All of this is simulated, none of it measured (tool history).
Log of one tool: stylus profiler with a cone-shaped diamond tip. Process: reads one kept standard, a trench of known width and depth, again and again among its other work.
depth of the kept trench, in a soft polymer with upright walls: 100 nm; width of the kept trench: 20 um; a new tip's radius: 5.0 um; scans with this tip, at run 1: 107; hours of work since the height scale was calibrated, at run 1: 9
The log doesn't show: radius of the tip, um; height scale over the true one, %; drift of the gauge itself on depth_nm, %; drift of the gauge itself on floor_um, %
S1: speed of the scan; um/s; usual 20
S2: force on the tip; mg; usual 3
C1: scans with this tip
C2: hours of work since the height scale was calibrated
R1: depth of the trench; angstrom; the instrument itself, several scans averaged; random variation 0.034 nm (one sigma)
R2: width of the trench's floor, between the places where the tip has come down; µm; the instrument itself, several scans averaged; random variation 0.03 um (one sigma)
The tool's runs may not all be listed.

run 1 hour=0 | S1=20 S2=3 | C1=107 C2=9 | R1=1006.4 R2=17.89
run 2 hour=20.9 | S1=20 S2=3 | C1=227 C2=18 | R1=1006.2 R2=17.86
run 3 hour=42.9 | S1=20 S2=3 | C1=353 C2=28 | R1=1005.9 R2=17.85
run 4 hour=65 | S1=20 S2=3 | C1=480 C2=38 | R1=1006.3 R2=17.96
run 5 hour=74.2 | S1=20 S2=3 | C1=533 C2=42 | R1=1006.8 R2=17.89
run 6 hour=95.7 | S1=20 S2=3 | C1=657 C2=52 | R1=1006.8 R2=17.86
run 7 hour=117 | S1=20 S2=3 | C1=779 C2=62 | R1=1006.7 R2=17.83
run 8 hour=127.3 | S1=20 S2=7.12 | C1=838 C2=66 | R1=1012 R2=17.92
run 9 hour=138 | S1=20 S2=7.12 | C1=899 C2=71 | R1=1012 R2=17.96
run 10 hour=151.4 | S1=20 S2=3 | C1=977 C2=77 | R1=1007 R2=17.81
run 11 hour=163.3 | S1=20 S2=1.41 | C1=1045 C2=83 | R1=1003.8 R2=17.86
run 12 hour=182.8 | S1=20 S2=1.41 | C1=1157 C2=92 | R1=1004.3 R2=17.87
run 13 hour=204.9 | S1=20 S2=1.41 | C1=1284 C2=102 | R1=1004.2 R2=17.84
run 14 hour=224.9 | S1=20 S2=1.41 | C1=1399 C2=111 | R1=1003.7 R2=17.83
run 15 hour=236.3 | S1=50 S2=1.32 | C1=1464 C2=116 | R1=1003.5 R2=17.59
run 16 hour=252.7 | S1=31 S2=2.93 | C1=1558 C2=123 | R1=1006.4 R2=17.85
run 17 hour=275 | S1=36 S2=2.93 | C1=1687 C2=134 | R1=1006.6 R2=17.8

The next listed run, before its measurement:
run 18 hour=292.9 | S1=20 S2=1.75 | C1=1789 C2=142 | R1=? R2=?

R1: 1004.4 angstrom
R2: 17.85 µm
Without the tool's hidden state the same run would have given R1 1004.4 angstrom, R2 17.85 µm.
